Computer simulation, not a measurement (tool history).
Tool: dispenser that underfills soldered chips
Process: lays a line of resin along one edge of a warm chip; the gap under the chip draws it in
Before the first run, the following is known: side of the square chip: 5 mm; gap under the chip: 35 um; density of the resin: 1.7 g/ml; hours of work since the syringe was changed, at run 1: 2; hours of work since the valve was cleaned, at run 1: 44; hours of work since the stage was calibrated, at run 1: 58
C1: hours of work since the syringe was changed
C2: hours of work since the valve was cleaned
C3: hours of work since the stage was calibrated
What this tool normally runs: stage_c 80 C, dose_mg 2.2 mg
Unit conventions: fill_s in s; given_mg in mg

run 1 hour=0 | stage_c=80 dose_mg=2.2 | C1=2 C2=44 C3=58 | fill_s=57 given_mg=2.13
-- hour=9.4 new syringe of resin
run 2 hour=12.3 | stage_c=80 dose_mg=2.09 | C1=2 C2=53 C3=67 | fill_s=57.9 given_mg=2.01
-- hour=22.1 new syringe of resin
run 3 hour=23.4 | stage_c=80 dose_mg=2.2 | C1=1 C2=61 C3=75 | fill_s=53.7 given_mg=2.07
-- hour=30.5 dispensing valve cleaned and set on the balance
run 4 hour=33.1 | stage_c=80 dose_mg=2.2 | C1=7 C2=2 C3=82 | fill_s=66.2 given_mg=2.18
-- hour=35.8 new syringe of resin
run 5 hour=42.5 | stage_c=80 dose_mg=2.2 | C1=5 C2=9 C3=88 | fill_s=61.4 given_mg=2.17
-- hour=48.5 new syringe of resin
run 6 hour=52.6 | stage_c=80 dose_mg=2.2 | C1=3 C2=16 C3=96 | fill_s=58.5 given_mg=2.18
-- hour=61.2 new syringe of resin
run 7 hour=62.9 | stage_c=80 dose_mg=2.2 | C1=1 C2=23 C3=103 | fill_s=53.7 given_mg=2.16
-- hour=73.6 new syringe of resin
run 8 hour=76.4 | stage_c=80 dose_mg=2.2 | C1=2 C2=33 C3=113 | fill_s=55.5 given_mg=2.12
-- hour=86.7 new syringe of resin
run 9 hour=88.6 | stage_c=80 dose_mg=2.2 | C1=1 C2=42 C3=122 | fill_s=54.8 given_mg=2.14
-- hour=99.3 new syringe of resin
run 10 hour=99.9 | stage_c=88 dose_mg=2.2 | C1=0 C2=50 C3=130 | fill_s=36.2 given_mg=2.11
run 11 hour=107 | stage_c=88 dose_mg=2.2 | C1=6 C2=55 C3=135 | fill_s=42.1 given_mg=2.1
-- hour=111.8 new syringe of resin
run 12 hour=119.5 | stage_c=94 dose_mg=2.2 | C1=6 C2=64 C3=144 | fill_s=33.2 given_mg=2.08
-- hour=121.9 dispensing valve cleaned and set on the balance
-- hour=125.5 new syringe of resin
run 13 hour=130.8 | stage_c=94 dose_mg=2.2 | C1=4 C2=6 C3=152 | fill_s=29.7 given_mg=2.2
run 14 hour=137.3 | stage_c=80 dose_mg=2.2 | C1=9 C2=11 C3=156 | fill_s=69.4 given_mg=2.17
-- hour=138.8 new syringe of resin
run 15 hour=145.3 | stage_c=80 dose_mg=2.2 | C1=5 C2=17 C3=162 | fill_s=60.8 given_mg=2.18
-- hour=151.3 new syringe of resin
run 16 hour=153.5 | stage_c=80 dose_mg=2.2 | C1=2 C2=23 C3=168 | fill_s=53.8 given_mg=2.17
run 17 hour=159.4 | stage_c=80 dose_mg=2.2 | C1=6 C2=27 C3=172 | fill_s=60.2 given_mg=2.18
-- hour=164.4 new syringe of resin
run 18 hour=172.4 | stage_c=80 dose_mg=2.2 | C1=6 C2=37 C3=182 | fill_s=62.2 given_mg=2.15
-- hour=177.3 new syringe of resin
run 19 hour=182.7 | stage_c=80 dose_mg=2.2 | C1=4 C2=44 C3=189 | fill_s=60 given_mg=2.14
-- hour=189.6 new syringe of resin
run 20 hour=195 | stage_c=67 dose_mg=2.26 | C1=4 C2=53 C3=198 | fill_s=108 given_mg=2.19
run 21 hour=200.6 | stage_c=67 dose_mg=2.26 | C1=8 C2=57 C3=202 | fill_s=125.2 given_mg=2.16
-- hour=202.2 new syringe of resin
-- hour=213.5 dispensing valve cleaned and set on the balance
-- hour=215.7 new syringe of resin
run 22 hour=215.7 | stage_c=69 dose_mg=2.26 | C1=0 C2=1 C3=212 | fill_s=84.4 given_mg=2.27
run 23 hour=226.2 | stage_c=71 dose_mg=2.67 | C1=8 C2=9 C3=220 | fill_s=100.1 given_mg=2.64
-- hour=228.9 new syringe of resin
run 24 hour=234.8 | stage_c=71 dose_mg=2.03 | C1=4 C2=15 C3=226 | fill_s=92.9 given_mg=2
-- hour=241.7 new syringe of resin
run 25 hour=243.4 | stage_c=69 dose_mg=2.14 | C1=1 C2=22 C3=232 | fill_s=89.9 given_mg=2.11

Run 26 is up next; what results do you expect?
run 26 hour=252.2 | stage_c=75 dose_mg=2.2 | C1=8 C2=28 C3=239 | fill_s=? given_mg=?

{"run 26": {"fill_s": 82.7, "given_mg": 2.12}}
Were there no unlogged condition in the tool, this run, its random variation unchanged, would have produced fill_s 68.6 s, given_mg 2.17 mg.
